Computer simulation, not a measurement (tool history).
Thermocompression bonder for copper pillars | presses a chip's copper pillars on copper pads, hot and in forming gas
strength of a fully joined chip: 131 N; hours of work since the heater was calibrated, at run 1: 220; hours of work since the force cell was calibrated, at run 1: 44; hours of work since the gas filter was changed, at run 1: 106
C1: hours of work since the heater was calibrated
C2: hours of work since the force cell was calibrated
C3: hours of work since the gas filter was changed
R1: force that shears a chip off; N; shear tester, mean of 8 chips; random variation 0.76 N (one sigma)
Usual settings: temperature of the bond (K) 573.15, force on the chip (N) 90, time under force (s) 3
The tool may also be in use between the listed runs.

Run 1, day 0.000: usual settings; C1 220; C2 44; C3 106. Result: R1 52.3 N.
At day 0.121: forming gas filter changed.
Run 2, day 0.333: usual settings; C1 225; C2 48; C3 3. Result: R1 55.6 N.
Run 3, day 0.729: usual settings; C1 231; C2 54; C3 9. Result: R1 54.2 N.
Run 4, day 1.075: usual settings but time under force (s) 6; C1 236; C2 59; C3 14. Result: R1 68.9 N.
Run 5, day 1.508: usual settings but time under force (s) 6; C1 242; C2 65; C3 20. Result: R1 68.8 N.
Run 6, day 1.754: usual settings but force on the chip (N) 87; C1 245; C2 69; C3 24. Result: R1 53.4 N.
Run 7, day 1.954: usual settings but force on the chip (N) 82, time under force (s) 4; C1 248; C2 72; C3 27. Result: R1 56.5 N.
Run 8, day 2.154: usual settings but temperature of the bond (K) 567.15, force on the chip (N) 82, time under force (s) 4; C1 251; C2 75; C3 29. Result: R1 51.6 N.
Run 9, day 2.458: usual settings but temperature of the bond (K) 560.15, force on the chip (N) 119, time under force (s) 4; C1 256; C2 79; C3 34. Result: R1 56.2 N.
Run 10, day 2.908: usual settings but temperature of the bond (K) 560.15, force on the chip (N) 119, time under force (s) 4; C1 262; C2 86; C3 40. Result: R1 57.7 N.

The next listed run, before its measurement:
Run 11, day 3.146: usual settings but force on the chip (N) 75; C1 266; C2 89; C3 44. Result: R1 ?.

R1: 49.4 N
Without the tool's hidden state the same run would have given R1 53.2 N.
